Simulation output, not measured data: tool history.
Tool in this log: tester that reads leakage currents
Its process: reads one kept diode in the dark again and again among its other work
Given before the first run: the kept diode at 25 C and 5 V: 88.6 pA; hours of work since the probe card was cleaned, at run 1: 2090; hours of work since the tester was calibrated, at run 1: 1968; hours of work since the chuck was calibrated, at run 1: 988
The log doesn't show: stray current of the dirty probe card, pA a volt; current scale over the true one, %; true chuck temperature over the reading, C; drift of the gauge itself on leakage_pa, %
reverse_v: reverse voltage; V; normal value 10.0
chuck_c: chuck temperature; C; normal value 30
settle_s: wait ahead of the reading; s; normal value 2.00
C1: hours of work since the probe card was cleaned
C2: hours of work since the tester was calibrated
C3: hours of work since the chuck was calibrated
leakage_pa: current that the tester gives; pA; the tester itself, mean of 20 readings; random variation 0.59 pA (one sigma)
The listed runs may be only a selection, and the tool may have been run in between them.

{"run": 1, "day": 0.0, "reverse_v": 10.0, "chuck_c": 30, "settle_s": 2.0, "C1": 2090, "C2": 1968, "C3": 988, "leakage_pa": 207.51}
{"run": 2, "day": 4.504, "reverse_v": 10.0, "chuck_c": 30, "settle_s": 2.0, "C1": 2146, "C2": 2025, "C3": 1044, "leakage_pa": 207.78}
{"run": 3, "day": 9.617, "reverse_v": 10.0, "chuck_c": 30, "settle_s": 2.0, "C1": 2210, "C2": 2089, "C3": 1108, "leakage_pa": 209.47}
{"run": 4, "day": 13.517, "reverse_v": 10.0, "chuck_c": 30, "settle_s": 2.0, "C1": 2259, "C2": 2138, "C3": 1157, "leakage_pa": 210.12}
{"run": 5, "day": 16.938, "reverse_v": 3.9, "chuck_c": 30, "settle_s": 2.0, "C1": 2302, "C2": 2180, "C3": 1200, "leakage_pa": 120.43}
{"run": 6, "day": 21.079, "reverse_v": 3.9, "chuck_c": 30, "settle_s": 2.0, "C1": 2354, "C2": 2232, "C3": 1252, "leakage_pa": 120.84}
{"run": 7, "day": 25.692, "reverse_v": 3.9, "chuck_c": 30, "settle_s": 2.0, "C1": 2412, "C2": 2290, "C3": 1310, "leakage_pa": 121.41}
{"run": 8, "day": 29.6, "reverse_v": 10.0, "chuck_c": 30, "settle_s": 1.42, "C1": 2461, "C2": 2339, "C3": 1359, "leakage_pa": 212.74}
{"run": 9, "day": 34.221, "reverse_v": 10.0, "chuck_c": 30, "settle_s": 2.0, "C1": 2518, "C2": 2397, "C3": 1417, "leakage_pa": 211.71}
{"run": 10, "day": 37.258, "reverse_v": 10.0, "chuck_c": 30, "settle_s": 8.47, "C1": 2556, "C2": 2435, "C3": 1455, "leakage_pa": 211.24}
{"run": 11, "day": 42.379, "reverse_v": 10.0, "chuck_c": 30, "settle_s": 8.47, "C1": 2621, "C2": 2499, "C3": 1519, "leakage_pa": 212.47}
{"run": 12, "day": 45.688, "reverse_v": 10.0, "chuck_c": 30, "settle_s": 2.87, "C1": 2662, "C2": 2540, "C3": 1560, "leakage_pa": 213.19}
{"run": 13, "day": 51.012, "reverse_v": 3.9, "chuck_c": 30, "settle_s": 2.0, "C1": 2729, "C2": 2607, "C3": 1627, "leakage_pa": 123.35}
{"run": 14, "day": 56.125, "reverse_v": 10.0, "chuck_c": 30, "settle_s": 2.0, "C1": 2793, "C2": 2671, "C3": 1691, "leakage_pa": 214.34}
{"run": 15, "day": 61.788, "reverse_v": 10.0, "chuck_c": 30, "settle_s": 2.0, "C1": 2864, "C2": 2742, "C3": 1762, "leakage_pa": 216.32}
{"day": 66.321, "done": "probe card cleaned and baked"}
{"run": 16, "day": 67.012, "reverse_v": 10.0, "chuck_c": 30, "settle_s": 2.0, "C1": 9, "C2": 2806, "C3": 1826, "leakage_pa": 205.48}
{"run": 17, "day": 72.875, "reverse_v": 10.0, "chuck_c": 22, "settle_s": 2.0, "C1": 82, "C2": 2879, "C3": 1899, "leakage_pa": 112.03}
{"day": 75.075, "done": "chuck's temperature calibrated"}
{"run": 18, "day": 77.95, "reverse_v": 10.0, "chuck_c": 22, "settle_s": 2.0, "C1": 145, "C2": 2942, "C3": 36, "leakage_pa": 105.67}
{"day": 83.162, "done": "tester calibrated"}
{"run": 19, "day": 83.804, "reverse_v": 10.0, "chuck_c": 30, "settle_s": 2.0, "C1": 217, "C2": 8, "C3": 108, "leakage_pa": 197.33}
{"run": 20, "day": 87.421, "reverse_v": 10.0, "chuck_c": 30, "settle_s": 2.0, "C1": 262, "C2": 53, "C3": 154, "leakage_pa": 196.91}
{"run": 21, "day": 92.629, "reverse_v": 1.4, "chuck_c": 46, "settle_s": 1.3, "C1": 327, "C2": 119, "C3": 219, "leakage_pa": 203.53}
{"run": 22, "day": 95.746, "reverse_v": 1.4, "chuck_c": 30, "settle_s": 0.5, "C1": 366, "C2": 158, "C3": 258, "leakage_pa": 64.51}
{"run": 23, "day": 101.133, "reverse_v": 18.7, "chuck_c": 57, "settle_s": 1.31, "C1": 434, "C2": 225, "C3": 325, "leakage_pa": 1889.41}
{"day": 104.242, "done": "tester calibrated, once more"}
{"run": 24, "day": 104.438, "reverse_v": 18.7, "chuck_c": 24, "settle_s": 0.35, "C1": 474, "C2": 2, "C3": 366, "leakage_pa": 190.9}
{"run": 25, "day": 107.242, "reverse_v": 3.6, "chuck_c": 24, "settle_s": 0.35, "C1": 509, "C2": 38, "C3": 401, "leakage_pa": 72.12}
{"run": 26, "day": 112.642, "reverse_v": 3.6, "chuck_c": 24, "settle_s": 0.35, "C1": 577, "C2": 105, "C3": 468, "leakage_pa": 72.21}
{"run": 27, "day": 118.017, "reverse_v": 1.1, "chuck_c": 37, "settle_s": 4.93, "C1": 644, "C2": 173, "C3": 536, "leakage_pa": 95.74}
{"run": 28, "day": 121.262, "reverse_v": 1.1, "chuck_c": 37, "settle_s": 4.93, "C1": 685, "C2": 213, "C3": 576, "leakage_pa": 95.81}
{"run": 29, "day": 125.429, "reverse_v": 10.0, "chuck_c": 30, "settle_s": 9.1, "C1": 737, "C2": 265, "C3": 629, "leakage_pa": 204.2}
{"run": 30, "day": 129.929, "reverse_v": 4.0, "chuck_c": 31, "settle_s": 0.59, "C1": 793, "C2": 322, "C3": 685, "leakage_pa": 131.4}
{"run": 31, "day": 136.329, "reverse_v": 4.8, "chuck_c": 29, "settle_s": 0.85, "C1": 874, "C2": 402, "C3": 765, "leakage_pa": 124.85}
{"run": 32, "day": 139.821, "reverse_v": 3.9, "chuck_c": 31, "settle_s": 7.87, "C1": 917, "C2": 446, "C3": 809, "leakage_pa": 128.5}
{"run": 33, "day": 146.254, "reverse_v": 10.0, "chuck_c": 55, "settle_s": 2.38, "C1": 998, "C2": 526, "C3": 889, "leakage_pa": 1184.31}
{"run": 34, "day": 149.462, "reverse_v": 10.0, "chuck_c": 22, "settle_s": 1.02, "C1": 1038, "C2": 566, "C3": 930, "leakage_pa": 113.17}
{"run": 35, "day": 153.825, "reverse_v": 10.0, "chuck_c": 22, "settle_s": 1.02, "C1": 1093, "C2": 621, "C3": 984, "leakage_pa": 113.86}
{"run": 36, "day": 158.562, "reverse_v": 10.0, "chuck_c": 22, "settle_s": 1.02, "C1": 1152, "C2": 680, "C3": 1043, "leakage_pa": 114.59}
{"run": 37, "day": 164.604, "reverse_v": 10.0, "chuck_c": 38, "settle_s": 2.0, "C1": 1228, "C2": 756, "C3": 1119, "leakage_pa": 377.27}
{"run": 38, "day": 170.658, "reverse_v": 10.0, "chuck_c": 38, "settle_s": 2.0, "C1": 1304, "C2": 832, "C3": 1195, "leakage_pa": 377.97}
{"run": 39, "day": 176.588, "reverse_v": 2.3, "chuck_c": 30, "settle_s": 3.0, "C1": 1378, "C2": 906, "C3": 1269, "leakage_pa": 89.5}

Forecast each of these 3 alternatives for the next run:
{"run": "A", "day": 181.65, "reverse_v": 8.7, "chuck_c": 60, "settle_s": 3.0, "C1": 1441, "C2": 969, "C3": 1333, "leakage_pa": "?"}
{"run": "B", "day": 181.65, "reverse_v": 2.3, "chuck_c": 27, "settle_s": 1.15, "C1": 1441, "C2": 969, "C3": 1333, "leakage_pa": "?"}
{"run": "C", "day": 181.65, "reverse_v": 14.5, "chuck_c": 30, "settle_s": 3.0, "C1": 1441, "C2": 969, "C3": 1333, "leakage_pa": "?"}

run=A leakage_pa=1528.10
run=B leakage_pa=71.88
run=C leakage_pa=263.50
Stripped of hidden state, with their random variation kept, the same runs would have yielded:
run=A leakage_pa=1455.40
run=B leakage_pa=66.82
run=C leakage_pa=242.33
